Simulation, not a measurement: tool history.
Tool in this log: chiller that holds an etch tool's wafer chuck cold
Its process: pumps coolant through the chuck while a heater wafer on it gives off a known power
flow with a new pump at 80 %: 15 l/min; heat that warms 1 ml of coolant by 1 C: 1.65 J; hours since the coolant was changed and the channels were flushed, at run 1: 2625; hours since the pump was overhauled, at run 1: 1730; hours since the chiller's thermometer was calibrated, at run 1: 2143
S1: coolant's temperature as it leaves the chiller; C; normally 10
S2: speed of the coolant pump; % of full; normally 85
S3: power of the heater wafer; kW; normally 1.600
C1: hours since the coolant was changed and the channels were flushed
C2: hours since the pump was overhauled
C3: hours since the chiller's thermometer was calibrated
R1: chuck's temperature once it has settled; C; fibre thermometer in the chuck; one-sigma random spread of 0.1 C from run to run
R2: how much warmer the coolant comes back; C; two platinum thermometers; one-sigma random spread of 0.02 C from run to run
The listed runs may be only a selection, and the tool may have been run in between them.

{"run": 1, "hour": 0.0, "S1": 10, "S2": 85, "S3": 1.6, "C1": 2625, "C2": 1730, "C3": 2143, "R1": 22.3, "R2": 3.69}
{"run": 2, "hour": 59.8, "S1": 10, "S2": 63, "S3": 1.6, "C1": 2685, "C2": 1789, "C3": 2203, "R1": 24.6, "R2": 4.98}
{"run": 3, "hour": 135.4, "S1": 10, "S2": 63, "S3": 0.908, "C1": 2760, "C2": 1865, "C3": 2278, "R1": 18.3, "R2": 2.86}
{"run": 4, "hour": 202.6, "S1": 10, "S2": 85, "S3": 0.92, "C1": 2827, "C2": 1932, "C3": 2345, "R1": 16.8, "R2": 2.18}
{"run": 5, "hour": 239.7, "S1": 10, "S2": 85, "S3": 0.92, "C1": 2865, "C2": 1969, "C3": 2382, "R1": 17.0, "R2": 2.15}
{"run": 6, "hour": 289.6, "S1": 10, "S2": 85, "S3": 0.92, "C1": 2914, "C2": 2019, "C3": 2432, "R1": 16.8, "R2": 2.15}
{"run": 7, "hour": 359.0, "S1": 10, "S2": 85, "S3": 1.6, "C1": 2984, "C2": 2089, "C3": 2502, "R1": 22.0, "R2": 3.72}
{"run": 8, "hour": 393.4, "S1": 10, "S2": 85, "S3": 1.6, "C1": 3018, "C2": 2123, "C3": 2536, "R1": 22.2, "R2": 3.74}
{"run": 9, "hour": 432.0, "S1": 10, "S2": 85, "S3": 1.6, "C1": 3057, "C2": 2162, "C3": 2575, "R1": 22.0, "R2": 3.73}
{"run": 10, "hour": 475.5, "S1": 18, "S2": 85, "S3": 1.6, "C1": 3100, "C2": 2205, "C3": 2618, "R1": 30.3, "R2": 3.76}
{"run": 11, "hour": 537.2, "S1": 10, "S2": 85, "S3": 1.6, "C1": 3162, "C2": 2267, "C3": 2680, "R1": 22.1, "R2": 3.75}
{"run": 12, "hour": 611.3, "S1": 10, "S2": 85, "S3": 1.315, "C1": 3236, "C2": 2341, "C3": 2754, "R1": 20.0, "R2": 3.07}
{"run": 13, "hour": 664.8, "S1": 10, "S2": 85, "S3": 1.315, "C1": 3290, "C2": 2394, "C3": 2808, "R1": 19.9, "R2": 3.08}
{"run": 14, "hour": 721.8, "S1": 10, "S2": 85, "S3": 1.6, "C1": 3347, "C2": 2451, "C3": 2865, "R1": 22.1, "R2": 3.75}
{"run": 15, "hour": 762.4, "S1": 10, "S2": 85, "S3": 1.77, "C1": 3387, "C2": 2492, "C3": 2905, "R1": 23.4, "R2": 4.16}
{"run": 16, "hour": 837.8, "S1": 10, "S2": 85, "S3": 1.77, "C1": 3463, "C2": 2567, "C3": 2981, "R1": 23.7, "R2": 4.18}
{"run": 17, "hour": 897.9, "S1": 10, "S2": 89, "S3": 1.77, "C1": 3523, "C2": 2628, "C3": 3041, "R1": 23.3, "R2": 4.01}
{"run": 18, "hour": 936.6, "S1": 10, "S2": 89, "S3": 1.77, "C1": 3561, "C2": 2666, "C3": 3079, "R1": 23.3, "R2": 3.96}
{"hour": 972.1, "done": "chiller's thermometer calibrated"}
{"run": 19, "hour": 983.0, "S1": 4, "S2": 81, "S3": 1.115, "C1": 3607, "C2": 2712, "C3": 11, "R1": 13.0, "R2": 2.76}
{"run": 20, "hour": 1044.0, "S1": 4, "S2": 81, "S3": 1.115, "C1": 3668, "C2": 2773, "C3": 72, "R1": 13.2, "R2": 2.74}
{"run": 21, "hour": 1116.0, "S1": 9, "S2": 85, "S3": 2.267, "C1": 3740, "C2": 2845, "C3": 144, "R1": 26.9, "R2": 5.35}
{"hour": 1125.8, "done": "coolant pump overhauled"}
{"run": 22, "hour": 1160.1, "S1": 19, "S2": 72, "S3": 1.595, "C1": 3779, "C2": 34, "C3": 183, "R1": 33.1, "R2": 4.47}
{"run": 23, "hour": 1202.6, "S1": 19, "S2": 72, "S3": 1.595, "C1": 3822, "C2": 77, "C3": 226, "R1": 33.1, "R2": 4.46}
{"run": 24, "hour": 1269.9, "S1": 11, "S2": 85, "S3": 1.385, "C1": 3889, "C2": 144, "C3": 293, "R1": 21.9, "R2": 3.32}
{"run": 25, "hour": 1310.6, "S1": 11, "S2": 85, "S3": 1.385, "C1": 3929, "C2": 185, "C3": 333, "R1": 22.0, "R2": 3.3}
{"run": 26, "hour": 1382.8, "S1": 11, "S2": 89, "S3": 1.126, "C1": 4002, "C2": 257, "C3": 406, "R1": 19.8, "R2": 2.59}
{"run": 27, "hour": 1425.6, "S1": 4, "S2": 89, "S3": 1.503, "C1": 4044, "C2": 300, "C3": 448, "R1": 15.9, "R2": 3.43}
{"run": 28, "hour": 1472.1, "S1": 4, "S2": 89, "S3": 1.503, "C1": 4091, "C2": 346, "C3": 495, "R1": 15.7, "R2": 3.42}
{"hour": 1522.9, "done": "coolant pump overhauled, once more"}
{"run": 29, "hour": 1551.0, "S1": 4, "S2": 87, "S3": 1.6, "C1": 4165, "C2": 28, "C3": 569, "R1": 16.4, "R2": 3.59}
{"run": 30, "hour": 1592.0, "S1": 20, "S2": 86, "S3": 0.923, "C1": 4206, "C2": 69, "C3": 610, "R1": 27.1, "R2": 2.1}
{"run": 31, "hour": 1645.8, "S1": 20, "S2": 86, "S3": 0.923, "C1": 4260, "C2": 123, "C3": 664, "R1": 27.2, "R2": 2.12}

For some of the steps in R1 from one run to the next: how much would appear even if the tool had no hidden state, given the settings, what came in and random variation, and how much remains for the hidden state plus any gauge scatter that the measured result and the result without hidden state don't share?
The hidden state here: heat passed by the chuck's channels, % of clean ones'; flow at a given pump speed, % of a new pump's; coolant's true temperature over the reading, C; drift of the gauge itself on chuck_c, C; drift of the gauge itself on warmer_back_c, C.
Run 6 -> 7: S3 0.920 -> 1.600. R1 +5.2 C: hidden state +0.4, all else +4.8.
Run 20 -> 21: S1 4 -> 9, S2 81 -> 85, S3 1.115 -> 2.267. R1 +13.7 C: hidden state +0.9, all else +12.8.
Run 23 -> 24: S1 19 -> 11, S2 72 -> 85, S3 1.595 -> 1.385. R1 -11.2 C: hidden state -0.3, all else -10.9.
Run 29 -> 30: S1 4 -> 20, S2 87 -> 86, S3 1.600 -> 0.923. R1 +10.7 C: hidden state -0.5, all else +11.2.
